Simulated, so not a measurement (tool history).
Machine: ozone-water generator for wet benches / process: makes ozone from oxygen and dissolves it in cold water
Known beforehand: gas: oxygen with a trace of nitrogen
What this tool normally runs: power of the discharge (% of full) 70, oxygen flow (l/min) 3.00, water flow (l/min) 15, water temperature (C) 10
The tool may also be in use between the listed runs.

run	hour	power of the discharge (% of full)	oxygen flow (l/min)	water flow (l/min)	water temperature (C)	dissolved ozone (ppm)	ozone in the gas ahead of the water (g/m3)
1	0.0	70	3.00	15	10	17.0	168.8
2	81.4	70	3.00	15	10	16.8	168.0
3	135.0	70	3.00	15	10	17.1	168.0
4	186.5	70	3.00	15	10	17.0	169.7
5	272.2	70	3.00	11	10	22.1	169.9
6	309.2	70	3.00	11	10	22.2	169.5
7	356.1	70	3.00	11	10	22.0	170.5
8	417.6	70	3.00	11	10	22.2	169.0
9	454.4	70	3.00	15	6	17.3	172.7
10	522.4	70	3.00	15	6	17.4	173.1
11	582.4	70	3.00	15	10	16.9	172.6
12	650.4	70	3.00	15	12	16.5	173.2
13	725.8	70	3.00	15	10	16.7	170.5
14	808.5	70	3.00	15	10	17.0	171.0
15	884.4	70	3.00	15	10	16.9	171.2
16	923.5	70	3.00	15	10	17.1	172.3
17	974.7	70	3.00	15	10	16.8	173.8
18	1062.2	97	1.62	15	10	18.1	294.3
19	1134.5	65	2.42	12	10	18.4	173.2
20	1208.1	65	2.42	12	10	18.5	173.7
21	1245.1	65	2.42	12	10	18.5	174.9
22	1300.8	54	3.00	15	10	13.7	135.8
23	1349.0	54	3.00	15	10	13.7	136.1
24	1388.0	54	3.00	10	5	20.4	136.0
25	1441.7	70	3.00	14	15	17.0	169.9
26	1484.4	70	3.00	14	15	16.9	169.8
27	1561.7	81	3.00	15	14	18.1	192.0
28	1606.6	81	3.00	17	14	16.3	193.8
29	1668.0	83	3.00	17	14	16.8	195.6
30	1707.2	83	3.00	17	14	16.7	197.9
31	1760.6	41	2.10	15	10	9.7	127.2
32	1813.8	41	2.10	15	10	9.7	125.6
33	1893.8	70	3.00	19	6	14.4	170.5
34	1979.3	44	3.91	19	6	10.4	103.4

Not shown: 2 entries that the log had between the listed runs. Between which runs, and how does the tool's hidden state differ before and after?
Between runs 18 and 19: gauge calibrated (hour 1108.7)
  drift of the gauge itself on gas_g_m3, %: 2.83 -> 0.07
  what was measured, less what the result would be without the hidden state, ozone in the gas ahead of the water (g/m3): +7.6 -> -0.1
Between runs 28 and 29: water thermometer calibrated (hour 1620.6)
  drift of the gauge itself on gas_g_m3, %: 1.33 -> 1.49
  what was measured, less what the result would be without the hidden state, ozone in the gas ahead of the water (g/m3): +2.2 -> +2.6

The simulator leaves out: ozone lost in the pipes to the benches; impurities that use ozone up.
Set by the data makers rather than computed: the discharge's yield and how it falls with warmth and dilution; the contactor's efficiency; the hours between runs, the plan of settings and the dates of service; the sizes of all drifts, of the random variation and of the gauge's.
